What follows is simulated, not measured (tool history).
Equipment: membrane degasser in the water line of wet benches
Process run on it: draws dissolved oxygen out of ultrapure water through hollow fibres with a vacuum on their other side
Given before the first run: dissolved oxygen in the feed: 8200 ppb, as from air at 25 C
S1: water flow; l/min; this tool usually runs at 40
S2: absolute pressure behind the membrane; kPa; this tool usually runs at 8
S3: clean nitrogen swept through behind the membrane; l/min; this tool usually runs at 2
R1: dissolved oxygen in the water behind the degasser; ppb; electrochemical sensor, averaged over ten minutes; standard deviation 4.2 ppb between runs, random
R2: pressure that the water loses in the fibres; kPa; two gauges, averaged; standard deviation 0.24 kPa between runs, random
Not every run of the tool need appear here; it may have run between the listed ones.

run	hour	S1	S2	S3	R1	R2
1	0	40	8	2	439.2	60.85
# hour 299: vacuum gauge calibrated
2	303.7	40	8.75	2	481.8	61.79
3	664.8	40	8.75	2	481.5	61.21
4	818	40	8.75	2	483.3	61.79
5	1072.4	40	8.75	2	483.3	61.57
# hour 1180.9: vacuum gauge calibrated, once more
6	1322.2	40	8.75	2.05	457.9	61.44
7	1679	40	8.75	2.05	465.1	61.99
8	1984.7	40	8.75	2.05	455.8	61.98
9	2327.6	40	8.75	2.05	457.4	62.35
10	2672	39	8	2	427.9	60.67
11	2999.1	39	8	2	427.8	60.88
12	3168.8	40	8	2	445.8	62.43
13	3501.5	40	8	2	450.6	62.18
14	3701.4	40	8	2	444.4	62.84
15	3988	40	8	2	443.4	63.17
16	4291.7	40	8	2	447.6	62.75
17	4543.5	30	18.97	1.43	824.3	46.9
18	4691.1	30	5.49	3.15	219.9	47.87
19	4861.1	40	9.08	2.41	460.4	62.68
20	5035.4	60	9.08	2.08	727.4	94.58
21	5371.6	39	16.13	2	773.2	62.1
22	5617	39	5.8	1.12	438.5	61.57
23	5896.2	39	5.8	1.12	437.5	61.89
# hour 6054.2: vacuum gauge calibrated
24	6068.5	45	7.45	1.35	575.6	71.02
25	6348.7	31	15.06	0.85	969.4	49.57
26	6647.2	31	15.06	0.85	965.7	49.48
27	6999.9	48	15.24	2.09	870.8	76.29
28	7233.1	44	15.24	1.99	813.6	70.57
29	7540.8	44	15.24	1.99	827.5	70.26
30	7796.5	52	13.44	5.26	583.6	83.54
31	8133.3	44	8	2	520.1	70.78
32	8451.2	54	8.01	0.83	879.6	86.86

Each row is a separate what-if for the run after 32, all from the same tool condition, not one after another. Results?
A	8614.2	63	5.82	2.92	?	?
B	8614.2	47	5.95	1.1	?	?
C	8614.2	54	18.15	0.83	?	?
D	8614.2	42	5.88	4.22	?	?

run	R1	R2
A	567.6	101.57
B	546.8	75.56
C	1814.8	86.47
D	350.6	67.34
The same runs, with their run-to-run variation unchanged, on a tool lacking any hidden condition would have given:
run	R1	R2
A	486.5	95.44
B	476.9	71.01
C	1753.2	81.27
D	291.8	63.27
